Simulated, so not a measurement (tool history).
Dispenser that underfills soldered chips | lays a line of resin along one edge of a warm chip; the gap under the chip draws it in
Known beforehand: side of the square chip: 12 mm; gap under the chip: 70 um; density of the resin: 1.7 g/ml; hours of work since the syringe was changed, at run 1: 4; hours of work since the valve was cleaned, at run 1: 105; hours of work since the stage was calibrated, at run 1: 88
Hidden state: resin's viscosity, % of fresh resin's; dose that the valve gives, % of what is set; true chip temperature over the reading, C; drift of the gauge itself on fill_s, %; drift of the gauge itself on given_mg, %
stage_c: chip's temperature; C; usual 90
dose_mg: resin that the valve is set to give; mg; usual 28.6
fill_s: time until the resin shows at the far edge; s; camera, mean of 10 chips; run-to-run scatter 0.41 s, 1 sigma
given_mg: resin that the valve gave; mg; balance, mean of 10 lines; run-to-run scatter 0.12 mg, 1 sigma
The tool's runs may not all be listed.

run   hour  stage_c  dose_mg  hours of work since the syringe was changed  hours of work since the valve was cleaned  hours of work since the stage was calibrated  fill_s  given_mg
  1      0       90     28.6                                            4                                        105                                            88    37.2     25.76
  2    4.9       90     28.6                                            7                                        108                                            91    47.8     25.64
  3    8.5       84     28.6                                            9                                        110                                            94      67     25.52
      12.2  -- new syringe of resin
  4   14.4       90     27.2                                            1                                        114                                            97    32.3     24.11
  5   18.8       90     34.8                                            4                                        116                                           100    38.8     30.79
  6   22.1       90     34.8                                            6                                        118                                           102    45.1     30.67
  7   25.5       90     34.8                                            8                                        120                                           104    53.9     30.88
      30.2  -- new syringe of resin
  8   30.2       78     34.8                                            0                                        123                                           107      39     30.86
        34  -- dispensing valve cleaned and set on the balance
  9     35       90     36.9                                            2                                          1                                           109    32.3     36.83
 10   41.7       90     28.6                                            6                                          5                                           113    45.6     28.37
 11   45.3       90     28.6                                            9                                          7                                           115    53.9     28.33
        49  -- new syringe of resin
 12   51.3       90     28.6                                            1                                         10                                           119    30.6     28.23
 13   54.3       90     28.6                                            3                                         12                                           120    35.6     27.97
 14   57.9       90       37                                            5                                         14                                           123    40.9     36.39
 15   64.3       90       37                                            9                                         18                                           126    56.9     36.22
      66.7  -- new syringe of resin
 16   68.2       90       37                                            1                                         20                                           129    29.2      36.6
 17   72.9       90       37                                            4                                         23                                           132    36.3     36.31
 18   78.1       89       37                                            7                                         26                                           135    48.6        36
 19   81.2       89       37                                            9                                         28                                           137    57.2     35.67
      84.4  -- new syringe of resin
 20   87.3       89       37                                            2                                         32                                           140    31.5     35.83
 21   90.1       81     24.6                                            3                                         34                                           142    47.8     23.99
 22   94.6       81     24.6                                            6                                         36                                           145    60.5     23.72
 23   99.4       99     28.4                                            9                                         39                                           148    45.6     27.45
     102.3  -- new syringe of resin
 24  105.9       99     30.3                                            2                                         43                                           151    25.6     29.05
 25  110.3       99     26.5                                            5                                         46                                           154    32.2     25.34
 26  115.9       77     30.6                                            8                                         49                                           157    77.4     29.27
     120.5  -- new syringe of resin
 27  120.9       99     25.5                                            0                                         52                                           160      23     24.17
 28  125.9       99     25.5                                            3                                         55                                           163    28.3     24.03
 29  129.2       99     25.5                                            5                                         57                                           165    33.9     24.17
 30  132.2       91     34.6                                            7                                         59                                           167    47.5     32.61
 31  135.2       91     34.6                                            9                                         61                                           169    54.7     32.43
 32  137.9       96     31.8                                           11                                         62                                           171      55     29.94
     138.8  -- new syringe of resin
 33  142.1       90     27.1                                            2                                         65                                           173    32.6     25.26
 34  148.8       90     27.1                                            6                                         69                                           177    45.5     25.36
 35  152.9       90     33.2                                            9                                         71                                           180    54.8     30.87
       157  -- new syringe of resin
 36  158.6       88     33.8                                            1                                         75                                           183    30.9     31.41

Some steps in fill_s between neighbouring runs. How much of each would the tool show without its hidden state too (settings, what came in, random variation), and how much is left for the hidden state, with any gauge scatter that isn't in both results?
Run 3 -> 4: stage_c 84 -> 90, dose_mg 28.6 -> 27.2, new syringe of resin. fill_s -34.7 s: hidden state -30, all else -4.7.
Run 15 -> 16: new syringe of resin. fill_s -27.7 s: hidden state -28.4, all else +0.7.
Run 25 -> 26: stage_c 99 -> 77, dose_mg 26.5 -> 30.6. fill_s +45.2 s: hidden state +26.9, all else +18.3.
Run 26 -> 27: stage_c 77 -> 99, dose_mg 30.6 -> 25.5, new syringe of resin. fill_s -54.4 s: hidden state -37.1, all else -17.3.
